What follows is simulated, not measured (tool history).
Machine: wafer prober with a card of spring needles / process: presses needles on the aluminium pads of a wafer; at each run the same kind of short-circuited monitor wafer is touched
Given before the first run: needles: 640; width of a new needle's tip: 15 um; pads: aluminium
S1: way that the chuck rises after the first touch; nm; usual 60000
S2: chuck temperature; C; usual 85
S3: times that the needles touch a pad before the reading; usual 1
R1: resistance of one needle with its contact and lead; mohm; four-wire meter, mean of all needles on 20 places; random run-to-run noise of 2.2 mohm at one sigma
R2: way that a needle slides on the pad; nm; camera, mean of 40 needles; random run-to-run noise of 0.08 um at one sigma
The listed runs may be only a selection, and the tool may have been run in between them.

run	day	S1	S2	S3	R1	R2
1	0.000	60000	85	1	242	12670
2	0.279	60000	85	1	266	12750
3	0.638	60000	85	1	282	12730
# day 0.908: tips cleaned on abrasive film
4	1.004	60000	85	1	250	12700
5	1.558	60000	85	1	282	12710
6	1.812	60000	85	1	285	12640
# day 1.854: tips cleaned on abrasive film
7	2.279	60000	85	1	271	12720
# day 2.792: tips cleaned on abrasive film
8	2.829	60000	85	1	245	12760
9	3.271	60000	85	1	273	12890
# day 3.725: tips cleaned on abrasive film
10	3.733	60000	85	1	243	12690
11	4.321	60000	85	1	274	12540
# day 4.658: tips cleaned on abrasive film
12	4.658	60000	85	1	241	12700
13	5.100	47000	85	1	299	9920
# day 5.600: tips cleaned on abrasive film
14	5.696	47000	85	1	262	9550
# day 5.925: height of the first contact set anew
15	6.296	64000	85	2	261	13930
# day 6.542: tips cleaned on abrasive film
16	6.662	49000	43	2	244	10710
17	7.188	49000	85	1	300	10630
# day 7.479: tips cleaned on abrasive film
18	7.592	50000	27	1	247	10760
19	7.925	50000	27	1	274	11000
20	8.317	62000	85	1	285	13390
# day 8.396: tips cleaned on abrasive film
21	8.721	62000	85	1	265	13480
22	9.233	73000	98	3	254	15830
# day 9.317: tips cleaned on abrasive film
23	9.783	59000	85	3	250	12880
# day 10.267: tips cleaned on abrasive film
24	10.329	42000	76	2	254	8920
25	10.617	42000	76	2	276	9000
26	11.029	40000	120	1	350	8620
# day 11.183: tips cleaned on abrasive film
27	11.592	60000	97	3	252	12830
# day 12.117: tips cleaned on abrasive film
28	12.117	60000	62	1	235	13090

Each row is a separate what-if for the run after 28, all from the same tool condition, not one after another. Results?
A	12.596	56000	85	1	?	?
B	12.596	60000	54	1	?	?
C	12.596	64000	85	1	?	?
D	12.596	46000	50	1	?	?
E	12.596	44000	62	1	?	?

run	R1	R2
A	279	12100
B	270	12870
C	265	13850
D	287	9920
E	300	9470
Had the tool no hidden state, the same runs would have come out as:
run	R1	R2
A	240	12230
B	234	13000
C	235	13980
D	230	10050
E	239	9600

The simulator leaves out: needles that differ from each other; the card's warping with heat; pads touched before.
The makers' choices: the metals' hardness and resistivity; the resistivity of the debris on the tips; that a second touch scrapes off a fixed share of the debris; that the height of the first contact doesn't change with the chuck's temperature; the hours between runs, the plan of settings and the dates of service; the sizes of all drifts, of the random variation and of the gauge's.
